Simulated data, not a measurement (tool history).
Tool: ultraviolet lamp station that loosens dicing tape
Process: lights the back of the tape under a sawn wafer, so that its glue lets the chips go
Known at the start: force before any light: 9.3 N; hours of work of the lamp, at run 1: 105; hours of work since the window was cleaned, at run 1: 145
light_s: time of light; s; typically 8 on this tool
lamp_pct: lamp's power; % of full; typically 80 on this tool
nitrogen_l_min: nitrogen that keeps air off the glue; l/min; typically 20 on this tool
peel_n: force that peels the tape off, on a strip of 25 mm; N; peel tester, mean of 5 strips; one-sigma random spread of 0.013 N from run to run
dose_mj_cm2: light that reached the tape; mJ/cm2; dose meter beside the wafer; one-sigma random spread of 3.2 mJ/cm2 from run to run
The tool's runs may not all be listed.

run	hour	light_s	lamp_pct	nitrogen_l_min	hours of work of the lamp	hours of work since the window was cleaned	peel_n	dose_mj_cm2
1	0	8	80	20	105	145	0.59	504
2	13.1	8	80	20	111	151	0.608	503
3	34.2	8	80	20	121	161	0.572	496
4	54.6	8	80	20	131	171	0.617	490
5	72.7	8	83	20	139	179	0.577	513
6	91.9	8	83	14	148	188	0.702	517

Run 7 comes next. What will it give?
7	107.1	15	66	9	155	195	?	?

{"run 7": {"peel_n": 0.424, "dose_mj_cm2": 767}}
Take away the tool's hidden state, keep the run-to-run variation as it was, and the same run would have given peel_n 0.424 N, dose_mj_cm2 768 mJ/cm2.

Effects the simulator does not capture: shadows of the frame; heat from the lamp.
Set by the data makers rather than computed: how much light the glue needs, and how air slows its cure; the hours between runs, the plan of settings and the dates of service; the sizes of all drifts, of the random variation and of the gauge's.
